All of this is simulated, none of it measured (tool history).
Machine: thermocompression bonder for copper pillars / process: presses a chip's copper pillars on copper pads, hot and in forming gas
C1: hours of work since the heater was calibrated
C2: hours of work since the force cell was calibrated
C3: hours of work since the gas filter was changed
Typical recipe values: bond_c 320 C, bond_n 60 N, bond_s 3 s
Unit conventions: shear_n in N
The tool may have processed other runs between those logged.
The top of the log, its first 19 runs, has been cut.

Run 20, day 25.942: usual settings; C1 936; C2 366; C3 263. Result: shear_n 44.7 N.
Run 21, day 27.792: usual settings but bond_n 48 N, bond_s 6 s; C1 955; C2 385; C3 282. Result: shear_n 48.1 N.
Run 22, day 29.242: usual settings but bond_c 340 C, bond_n 89 N, bond_s 6 s; C1 969; C2 400; C3 297. Result: shear_n 70.7 N.
At day 30.692: forming gas filter changed.
Run 23, day 30.796: usual settings but bond_c 349 C, bond_n 87 N, bond_s 6 s; C1 985; C2 415; C3 1. Result: shear_n 79.5 N.
Run 24, day 32.254: usual settings but bond_c 321 C, bond_s 2 s; C1 1000; C2 430; C3 16. Result: shear_n 44.2 N.
Run 25, day 33.029: usual settings but bond_n 47 N; C1 1008; C2 438; C3 24. Result: shear_n 40.4 N.
Run 26, day 34.350: usual settings but bond_n 47 N; C1 1021; C2 452; C3 37. Result: shear_n 40.5 N.
Run 27, day 35.754: usual settings but bond_n 39 N, bond_s 2 s; C1 1035; C2 466; C3 51. Result: shear_n 29.4 N.
Run 28, day 36.825: usual settings but bond_n 39 N, bond_s 2 s; C1 1046; C2 477; C3 62. Result: shear_n 30.6 N.
Run 29, day 38.212: usual settings but bond_c 328 C, bond_n 88 N; C1 1060; C2 491; C3 76. Result: shear_n 63.9 N.
Run 30, day 39.521: usual settings but bond_c 328 C, bond_n 88 N; C1 1074; C2 504; C3 90. Result: shear_n 63.7 N.
Run 31, day 40.888: usual settings but bond_c 337 C, bond_n 43 N; C1 1087; C2 518; C3 103. Result: shear_n 43.9 N.
Run 32, day 42.592: usual settings but bond_s 2 s; C1 1105; C2 535; C3 121. Result: shear_n 41.8 N.
Run 33, day 43.829: usual settings but bond_s 2 s; C1 1117; C2 548; C3 133. Result: shear_n 40.0 N.
Run 34, day 44.979: usual settings but bond_c 312 C, bond_s 6 s; C1 1129; C2 559; C3 145. Result: shear_n 53.7 N.
Run 35, day 46.400: usual settings but bond_c 305 C; C1 1143; C2 574; C3 159. Result: shear_n 40.2 N.
Run 36, day 47.733: usual settings but bond_c 307 C, bond_n 44 N, bond_s 2 s; C1 1157; C2 587; C3 173. Result: shear_n 26.6 N.
Run 37, day 49.083: usual settings but bond_c 307 C, bond_n 44 N, bond_s 2 s; C1 1171; C2 601; C3 187. Result: shear_n 26.7 N.
Run 38, day 50.688: usual settings but bond_c 339 C, bond_n 56 N; C1 1187; C2 617; C3 203. Result: shear_n 51.0 N.
Run 39, day 51.783: usual settings but bond_c 339 C, bond_n 56 N; C1 1198; C2 628; C3 214. Result: shear_n 49.3 N.

Branching from run 39: 4 alternative next runs. What would each branch give?
Run A, day 52.538: usual settings but bond_c 293 C, bond_n 56 N, bond_s 8 s; C1 1206; C2 636; C3 222. Result: shear_n ?.
Run B, day 52.538: usual settings but bond_c 301 C, bond_n 46 N, bond_s 5 s; C1 1206; C2 636; C3 222. Result: shear_n ?.
Run C, day 52.538: usual settings but bond_c 339 C, bond_n 76 N; C1 1206; C2 636; C3 222. Result: shear_n ?.
Run D, day 52.538: usual settings but bond_c 324 C, bond_n 58 N; C1 1206; C2 636; C3 222. Result: shear_n ?.

run  shear_n
  A     44.9
  B     35.1
  C     58.9
  D     45.2
What these runs would have given with no unlogged condition in the tool:
run  shear_n
  A     54.0
  B     42.6
  C     67.9
  D     53.6

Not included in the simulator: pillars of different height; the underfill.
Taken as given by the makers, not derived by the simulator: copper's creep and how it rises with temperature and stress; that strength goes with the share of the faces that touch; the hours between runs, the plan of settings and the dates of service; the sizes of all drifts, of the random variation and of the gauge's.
